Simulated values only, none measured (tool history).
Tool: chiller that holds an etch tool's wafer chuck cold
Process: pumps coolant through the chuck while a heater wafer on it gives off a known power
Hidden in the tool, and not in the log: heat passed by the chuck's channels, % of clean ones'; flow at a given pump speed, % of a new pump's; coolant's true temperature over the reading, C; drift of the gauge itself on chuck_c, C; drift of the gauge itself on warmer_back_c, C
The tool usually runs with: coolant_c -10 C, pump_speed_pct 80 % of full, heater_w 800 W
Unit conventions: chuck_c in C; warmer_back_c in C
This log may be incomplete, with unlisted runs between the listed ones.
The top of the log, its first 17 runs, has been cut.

run,hour,coolant_c,pump_speed_pct,heater_w,hours since the coolant was changed and the channels were flushed,hours since the pump was overhauled,hours since the chiller's thermometer was calibrated,chuck_c,warmer_back_c
18,1687.0,-19,84,780,1611,4889,2023,-11.7,3.18
19,1801.3,-5,63,800,1726,5003,2137,3.9,4.26
20,1917.3,-13,80,800,1842,5119,2253,-5.3,3.36
21,1999.1,-17,91,400,1924,5201,2335,-13.3,1.46
22,2118.5,-4,80,800,2043,5320,2454,3.9,3.42
23,2225.6,-4,80,800,2150,5428,2561,3.9,3.38
24,2356.3,-18,80,789,2281,5558,2692,-10.2,3.37
25,2428.8,-1,80,800,2353,5631,2765,6.8,3.42
26,2534.2,-3,66,1188,2459,5736,2870,10.3,6.21
27,2630.0,-2,66,1188,2554,5832,2966,11.2,6.22
28,2692.2,-19,85,902,2617,5894,3028,-10.5,3.68
29,2787.6,-19,85,902,2712,5990,3123,-10.3,3.65
30,2862.5,-19,65,1056,2787,6065,3198,-7.2,5.61
31,2970.4,-8,65,800,2895,6172,3306,1.3,4.25

Forecast each of these 3 alternatives for the next run:
A,3095.7,-12,80,587,3020,6298,3432,?,?
B,3095.7,-10,65,863,3020,6298,3432,?,?
C,3095.7,-11,62,467,3020,6298,3432,?,?

run,chuck_c,warmer_back_c
A,-6.2,2.55
B,-0.2,4.60
C,-5.3,2.63
What these runs would have given with no unlogged condition in the tool:
run,chuck_c,warmer_back_c
A,-6.9,2.37
B,-1.2,4.27
C,-5.9,2.44

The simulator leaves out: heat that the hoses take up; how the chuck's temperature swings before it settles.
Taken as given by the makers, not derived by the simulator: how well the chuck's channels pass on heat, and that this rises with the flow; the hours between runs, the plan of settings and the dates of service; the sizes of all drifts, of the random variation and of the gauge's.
